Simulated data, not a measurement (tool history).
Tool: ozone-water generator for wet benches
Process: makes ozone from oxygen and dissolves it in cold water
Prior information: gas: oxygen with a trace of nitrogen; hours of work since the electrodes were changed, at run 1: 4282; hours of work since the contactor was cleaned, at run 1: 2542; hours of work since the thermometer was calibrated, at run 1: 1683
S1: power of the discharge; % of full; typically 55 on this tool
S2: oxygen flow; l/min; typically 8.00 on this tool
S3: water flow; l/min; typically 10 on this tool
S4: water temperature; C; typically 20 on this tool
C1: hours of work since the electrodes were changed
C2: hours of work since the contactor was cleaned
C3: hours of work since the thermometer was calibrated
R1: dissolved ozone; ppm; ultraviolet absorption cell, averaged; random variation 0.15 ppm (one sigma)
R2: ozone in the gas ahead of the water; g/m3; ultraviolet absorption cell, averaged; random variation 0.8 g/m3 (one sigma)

run    hour  S1    S2  S3  S4    C1    C2    C3    R1     R2
  1     0.0  55  8.00  10  20  4282  2542  1683  17.5  115.3
  2    77.0  85  8.00  10  20  4336  2595  1737  23.4  153.0
  3   215.3  55  8.00  10  20  4432  2692  1833  17.8  116.4
  4   345.8  55  8.00  10  19  4523  2783  1924  18.0  115.4
  5   413.7  55  8.00  13  20  4570  2830  1971  15.1  114.8
  6   567.1  55  8.00   8  20  4677  2937  2078  19.6  116.0
  7   697.0  55  8.00   8  20  4768  3028  2169  19.3  115.9
  8   794.0  55  8.00  10  20  4835  3095  2236  17.4  114.2
  9   938.7  44  8.00  10  20  4936  3196  2337  15.0   98.7
 10  1079.4  44  8.00  10  20  5034  3294  2435  14.8  100.1
 11  1211.7  44  8.00  10  20  5127  3386  2527  15.1   99.4
 12  1275.9  44  8.00  10  20  5171  3431  2572  14.7   99.1
 13  1392.9  44  8.00  10  20  5253  3512  2654  15.0   98.3
 14  1457.1  55  8.00  10  20  5298  3557  2698  17.3  113.7
 15  1596.4  55  8.00  10  20  5395  3654  2795  16.9  114.1
 16  1701.4  55  8.00  10  20  5468  3728  2869  17.1  114.2
 17  1783.8  55  8.00  10  20  5525  3785  2926  16.9  113.8
 18  1867.3  55  8.00   8  20  5583  3843  2984  18.9  114.6
     1962.7  -- water thermometer calibrated
 19  1979.7  55  8.00   8  20  5661  3921    12  19.0  112.4
 20  2119.5  51  8.00   8  20  5759  4018   109  18.2  109.0
 21  2221.3  51  9.47   8  27  5830  4089   180  14.0   97.0
 22  2288.5  66  9.47  14  15  5877  4136   227  16.3  113.3
 23  2416.1  71  8.00  11  16  5966  4225   316  20.4  133.6
 24  2537.0  71  8.00  15  18  6050  4309   400  16.3  131.7
 25  2646.3  71  8.00  15  18  6126  4386   476  16.2  131.6
 26  2711.5  71  8.00  12  14  6171  4431   522  20.0  131.5
     2718.5  -- water thermometer calibrated, once more
 27  2794.4  71  8.00  12  14  6229  4489    53  20.2  129.8
 28  2898.1  71  8.00  12  14  6301  4561   125  20.4  130.2
 29  2987.6  55  8.00  14  20  6364  4623   188  13.6  112.6
 30  3110.8  44  8.00   7  20  6449  4709   273  17.1   95.9
 31  3259.0  55  8.00  10  12  6553  4812   377  19.9  112.6
 32  3350.3  62  8.00  10  12  6616  4876   440  21.3  119.6
 33  3426.4  62  8.00  10  12  6669  4929   493  21.2  120.1

Each run again, without the hidden state but with its own random variation kept:
Hidden conditions of the tool in this case: yield of the discharge, % of new electrodes'; contactor's efficiency, % of a clean one's; true water temperature over the reading, C; drift of the gauge itself on ozone_ppm, %; drift of the gauge itself on gas_g_m3, %.
run    R1     R2
  1  19.4  124.0
  2  26.6  169.0
  3  19.7  125.4
  4  20.0  124.6
  5  16.8  124.0
  6  21.8  125.6
  7  21.5  125.6
  8  19.5  124.0
  9  16.6  105.7
 10  16.5  107.3
 11  16.8  106.8
 12  16.5  106.5
 13  16.8  105.8
 14  19.7  124.4
 15  19.3  125.0
 16  19.6  125.3
 17  19.3  125.0
 18  21.7  125.9
 19  21.8  123.7
 20  20.8  119.5
 21  16.0  106.4
 22  19.2  127.0
 23  24.2  150.8
 24  19.4  149.0
 25  19.4  149.2
 26  23.9  149.2
 27  24.1  147.6
 28  24.3  148.1
 29  16.0  125.4
 30  19.5  105.1
 31  23.4  125.8
 32  25.3  135.3
 33  25.3  135.9
